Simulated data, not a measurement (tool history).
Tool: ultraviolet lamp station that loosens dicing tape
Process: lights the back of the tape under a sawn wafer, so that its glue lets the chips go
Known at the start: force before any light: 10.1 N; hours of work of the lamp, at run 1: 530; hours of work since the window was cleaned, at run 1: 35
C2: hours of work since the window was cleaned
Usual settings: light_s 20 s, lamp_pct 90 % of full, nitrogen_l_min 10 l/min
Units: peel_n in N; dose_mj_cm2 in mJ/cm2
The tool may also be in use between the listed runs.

run 1 hour=0.0 | light_s=20 lamp_pct=90 nitrogen_l_min=10 | hours_of_work_of_the_lamp=530 C2=35 | peel_n=0.428 dose_mj_cm2=324
run 2 hour=18.1 | light_s=20 lamp_pct=90 nitrogen_l_min=10 | hours_of_work_of_the_lamp=541 C2=46 | peel_n=0.443 dose_mj_cm2=319
run 3 hour=50.7 | light_s=20 lamp_pct=90 nitrogen_l_min=10 | hours_of_work_of_the_lamp=561 C2=65 | peel_n=0.462 dose_mj_cm2=319
run 4 hour=68.8 | light_s=20 lamp_pct=90 nitrogen_l_min=10 | hours_of_work_of_the_lamp=572 C2=76 | peel_n=0.471 dose_mj_cm2=314
run 5 hour=108.4 | light_s=20 lamp_pct=90 nitrogen_l_min=10 | hours_of_work_of_the_lamp=596 C2=100 | peel_n=0.453 dose_mj_cm2=310
run 6 hour=138.2 | light_s=20 lamp_pct=90 nitrogen_l_min=10 | hours_of_work_of_the_lamp=614 C2=118 | peel_n=0.488 dose_mj_cm2=308
run 7 hour=173.4 | light_s=12 lamp_pct=90 nitrogen_l_min=10 | hours_of_work_of_the_lamp=635 C2=139 | peel_n=1.388 dose_mj_cm2=182
run 8 hour=196.1 | light_s=12 lamp_pct=90 nitrogen_l_min=10 | hours_of_work_of_the_lamp=649 C2=153 | peel_n=1.422 dose_mj_cm2=181
run 9 hour=216.2 | light_s=20 lamp_pct=90 nitrogen_l_min=10 | hours_of_work_of_the_lamp=661 C2=165 | peel_n=0.508 dose_mj_cm2=299
run 10 hour=240.2 | light_s=20 lamp_pct=90 nitrogen_l_min=10 | hours_of_work_of_the_lamp=675 C2=180 | peel_n=0.539 dose_mj_cm2=296
run 11 hour=261.4 | light_s=13 lamp_pct=90 nitrogen_l_min=10 | hours_of_work_of_the_lamp=688 C2=192 | peel_n=1.285 dose_mj_cm2=184
run 12 hour=294.5 | light_s=20 lamp_pct=90 nitrogen_l_min=4 | hours_of_work_of_the_lamp=708 C2=212 | peel_n=1.230 dose_mj_cm2=287
-- hour=299.0 window cleaned of glue's vapour
run 13 hour=327.7 | light_s=20 lamp_pct=90 nitrogen_l_min=4 | hours_of_work_of_the_lamp=728 C2=17 | peel_n=1.379 dose_mj_cm2=272
run 14 hour=364.4 | light_s=14 lamp_pct=79 nitrogen_l_min=10 | hours_of_work_of_the_lamp=750 C2=39 | peel_n=1.718 dose_mj_cm2=165
run 15 hour=402.0 | light_s=12 lamp_pct=79 nitrogen_l_min=8 | hours_of_work_of_the_lamp=772 C2=62 | peel_n=2.408 dose_mj_cm2=140
run 16 hour=432.6 | light_s=38 lamp_pct=90 nitrogen_l_min=3 | hours_of_work_of_the_lamp=791 C2=80 | peel_n=0.501 dose_mj_cm2=498
run 17 hour=460.0 | light_s=38 lamp_pct=90 nitrogen_l_min=3 | hours_of_work_of_the_lamp=807 C2=97 | peel_n=0.534 dose_mj_cm2=486
-- hour=476.6 window cleaned of glue's vapour, once more
run 18 hour=495.7 | light_s=38 lamp_pct=90 nitrogen_l_min=3 | hours_of_work_of_the_lamp=828 C2=12 | peel_n=0.404 dose_mj_cm2=578
run 19 hour=528.5 | light_s=23 lamp_pct=64 nitrogen_l_min=3 | hours_of_work_of_the_lamp=848 C2=31 | peel_n=2.024 dose_mj_cm2=246
run 20 hour=571.8 | light_s=30 lamp_pct=67 nitrogen_l_min=10 | hours_of_work_of_the_lamp=874 C2=57 | peel_n=0.423 dose_mj_cm2=331
run 21 hour=595.8 | light_s=30 lamp_pct=67 nitrogen_l_min=10 | hours_of_work_of_the_lamp=889 C2=72 | peel_n=0.448 dose_mj_cm2=329
run 22 hour=627.5 | light_s=18 lamp_pct=76 nitrogen_l_min=4 | hours_of_work_of_the_lamp=908 C2=91 | peel_n=2.009 dose_mj_cm2=222
run 23 hour=655.5 | light_s=13 lamp_pct=60 nitrogen_l_min=8 | hours_of_work_of_the_lamp=925 C2=108 | peel_n=2.892 dose_mj_cm2=127

The next listed run, before its measurement:
run 24 hour=688.5 | light_s=20 lamp_pct=85 nitrogen_l_min=10 | hours_of_work_of_the_lamp=945 C2=128 | peel_n=? dose_mj_cm2=?

Run 24 gave peel_n 0.662 N, dose_mj_cm2 266 mJ/cm2.
Without the tool's hidden state the same run would have given peel_n 0.381 N, dose_mj_cm2 350 mJ/cm2.
